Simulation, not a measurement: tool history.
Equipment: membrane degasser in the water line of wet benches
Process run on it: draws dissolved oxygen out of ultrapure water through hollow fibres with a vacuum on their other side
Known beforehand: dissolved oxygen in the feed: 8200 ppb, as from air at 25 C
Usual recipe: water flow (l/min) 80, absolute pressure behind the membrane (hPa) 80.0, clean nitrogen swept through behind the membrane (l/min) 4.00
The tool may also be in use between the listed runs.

run    hour  water flow (l/min)  absolute pressure behind the membrane (hPa)  clean nitrogen swept through behind the membrane (l/min)  dissolved oxygen in the water behind the degasser (ppb)  pressure that the water loses in the fibres (hPa)
  1     0.0                  80                                         80.0                                                      4.00                                                    229.8                                              323.5
  2    43.8                  80                                         80.0                                                      4.00                                                    229.0                                              324.5
  3   117.3                  80                                         80.0                                                      4.00                                                    229.1                                              324.1
  4   210.8                  80                                         80.0                                                      4.00                                                    232.0                                              323.6
  5   255.2                  49                                         80.0                                                      4.00                                                    138.9                                              199.7
  6   326.7                  49                                         80.0                                                      4.00                                                    139.0                                              198.8
  7   425.1                  49                                         80.0                                                      4.00                                                    139.0                                              197.5
  8   476.4                  49                                         80.0                                                      4.00                                                    138.9                                              199.9
  9   555.7                  49                                         80.0                                                      4.00                                                    140.4                                              199.6
 10   634.4                  96                                         80.0                                                      4.00                                                    286.7                                              387.8
 11   708.4                  96                                         80.0                                                      4.00                                                    288.8                                              388.8
 12   790.7                  80                                         54.2                                                      4.00                                                    122.1                                              324.1
 13   866.7                  48                                         80.0                                                      4.00                                                    138.4                                              194.5
 14   963.2                  48                                         80.0                                                      4.00                                                    138.2                                              193.8
 15  1004.4                  48                                         80.0                                                      4.00                                                    138.3                                              194.0
 16  1053.5                  48                                         80.0                                                      4.00                                                    139.9                                              194.5
     1075.5  -- gauge calibrated
 17  1117.6                  48                                         80.0                                                      4.00                                                    135.5                                              193.8
 18  1190.3                  63                                        161.4                                                      3.45                                                    512.8                                              257.1
 19  1242.1                  59                                         68.4                                                      3.46                                                    146.3                                              238.6
 20  1302.8                 124                                         80.0                                                      1.67                                                    658.9                                              501.3
 21  1383.9                  53                                        149.7                                                      2.40                                                    547.6                                              214.0
 22  1436.9                  56                                        183.5                                                      4.00                                                    472.8                                              226.0
 23  1480.4                  56                                         55.4                                                      4.00                                                     80.9                                              226.7
 24  1538.7                  92                                         52.8                                                      6.54                                                    101.2                                              374.2
 25  1583.2                  63                                        135.9                                                      4.00                                                    369.2                                              253.8
 26  1673.3                  80                                        197.2                                                     11.55                                                    291.5                                              324.5
 27  1731.5                 115                                        103.6                                                      5.00                                                    418.7                                              466.1
 28  1812.2                  53                                        183.2                                                      2.67                                                    638.7                                              215.5
 29  1903.9                 121                                         76.3                                                      4.00                                                    358.6                                              489.2
 30  1995.8                  68                                         61.6                                                      6.72                                                     83.5                                              276.1
 31  2075.9                  68                                         61.6                                                      6.72                                                     83.8                                              276.4

Here are 5 independent what-if runs from the current tool condition. What would each one return?
  A  2140.2                  63                                        161.0                                                      4.00                                                        ?                                                  ?
  B  2140.2                  74                                         54.2                                                      5.67                                                        ?                                                  ?
  C  2140.2                  57                                         66.6                                                      1.93                                                        ?                                                  ?
  D  2140.2                  68                                        160.8                                                      6.72                                                        ?                                                  ?
  E  2140.2                  80                                        104.4                                                      4.00                                                        ?                                                  ?

run  dissolved oxygen in the water behind the degasser (ppb)  pressure that the water loses in the fibres (hPa)
  A                                                    463.0                                              256.2
  B                                                     84.5                                              299.9
  C                                                    224.2                                              229.2
  D                                                    315.9                                              275.3
  E                                                    341.9                                              324.2
Without the tool's unlogged condition, the same runs would have read:
run  dissolved oxygen in the water behind the degasser (ppb)  pressure that the water loses in the fibres (hPa)
  A                                                    450.0                                              256.1
  B                                                     82.1                                              299.8
  C                                                    217.9                                              229.1
  D                                                    307.1                                              275.2
  E                                                    332.3                                              324.1

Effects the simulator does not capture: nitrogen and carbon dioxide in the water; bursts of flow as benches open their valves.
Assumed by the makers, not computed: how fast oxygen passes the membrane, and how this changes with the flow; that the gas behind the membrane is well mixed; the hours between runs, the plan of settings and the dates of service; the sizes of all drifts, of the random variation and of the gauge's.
